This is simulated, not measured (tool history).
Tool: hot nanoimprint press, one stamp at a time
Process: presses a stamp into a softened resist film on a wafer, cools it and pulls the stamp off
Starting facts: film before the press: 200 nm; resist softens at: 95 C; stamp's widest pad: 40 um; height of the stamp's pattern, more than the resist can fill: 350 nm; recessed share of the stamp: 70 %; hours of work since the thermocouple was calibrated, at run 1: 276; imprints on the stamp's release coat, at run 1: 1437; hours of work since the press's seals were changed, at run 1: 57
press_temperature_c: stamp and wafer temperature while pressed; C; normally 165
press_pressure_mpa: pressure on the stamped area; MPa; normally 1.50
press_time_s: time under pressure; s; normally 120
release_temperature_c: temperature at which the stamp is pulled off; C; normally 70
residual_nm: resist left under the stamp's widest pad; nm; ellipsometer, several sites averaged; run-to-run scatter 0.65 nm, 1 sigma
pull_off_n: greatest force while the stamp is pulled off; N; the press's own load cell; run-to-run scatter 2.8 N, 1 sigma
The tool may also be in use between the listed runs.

| run | day | press_temperature_c | press_pressure_mpa | press_time_s | release_temperature_c | hours of work since the thermocouple was calibrated | imprints on the stamp's release coat | hours of work since the press's seals were changed | residual_nm | pull_off_n |
|---|---|---|---|---|---|---|---|---|---|---|
| 1 | 0.000 | 165 | 1.50 | 120 | 70 | 276 | 1437 | 57 | 70.8 | 166 |
| 2 | 0.596 | 165 | 1.50 | 120 | 70 | 284 | 1474 | 65 | 71.0 | 168 |
| 3 | 1.200 | 165 | 1.50 | 120 | 70 | 292 | 1511 | 74 | 71.4 | 175 |
| 4 | 1.746 | 165 | 1.50 | 120 | 70 | 300 | 1545 | 81 | 70.8 | 173 |
| 5 | 2.708 | 165 | 1.50 | 120 | 70 | 314 | 1605 | 95 | 70.8 | 179 |
| 6 | 3.475 | 165 | 0.99 | 120 | 70 | 324 | 1652 | 106 | 86.4 | 176 |
| 7 | 4.525 | 165 | 1.17 | 120 | 70 | 339 | 1717 | 120 | 79.9 | 183 |
| 8 | 5.058 | 165 | 1.17 | 120 | 70 | 347 | 1751 | 128 | 80.0 | 176 |
| 9 | 5.896 | 172 | 1.17 | 120 | 70 | 358 | 1803 | 140 | 58.8 | 186 |
| 10 | 6.425 | 175 | 1.17 | 203 | 56 | 366 | 1835 | 147 | 40.0 | 231 |
| 11 | 7.325 | 165 | 1.50 | 81 | 78 | 378 | 1891 | 160 | 82.8 | 157 |
| 12 | 8.496 | 163 | 1.50 | 69 | 57 | 395 | 1964 | 176 | 94.1 | 230 |
| 13 | 9.662 | 165 | 1.50 | 76 | 75 | 411 | 2036 | 192 | 84.0 | 168 |
| 14 | 10.671 | 167 | 1.50 | 76 | 66 | 425 | 2099 | 206 | 77.6 | 205 |

Branching from run 14: 4 alternative next runs. What would each branch give?
| A | 11.700 | 167 | 0.99 | 76 | 55 | 439 | 2162 | 221 | ? | ? |
| B | 11.700 | 155 | 1.50 | 120 | 61 | 439 | 2162 | 221 | ? | ? |
| C | 11.700 | 175 | 0.90 | 81 | 70 | 439 | 2162 | 221 | ? | ? |
| D | 11.700 | 165 | 0.90 | 120 | 70 | 439 | 2162 | 221 | ? | ? |

| run | residual_nm | pull_off_n |
|---|---|---|
| A | 92.8 | 260 |
| B | 110.1 | 228 |
| C | 69.1 | 188 |
| D | 89.1 | 197 |
Without the tool's unlogged condition, the same runs would have read:
| run | residual_nm | pull_off_n |
|---|---|---|
| A | 97.1 | 173 |
| B | 115.4 | 152 |
| C | 72.3 | 126 |
| D | 93.5 | 132 |

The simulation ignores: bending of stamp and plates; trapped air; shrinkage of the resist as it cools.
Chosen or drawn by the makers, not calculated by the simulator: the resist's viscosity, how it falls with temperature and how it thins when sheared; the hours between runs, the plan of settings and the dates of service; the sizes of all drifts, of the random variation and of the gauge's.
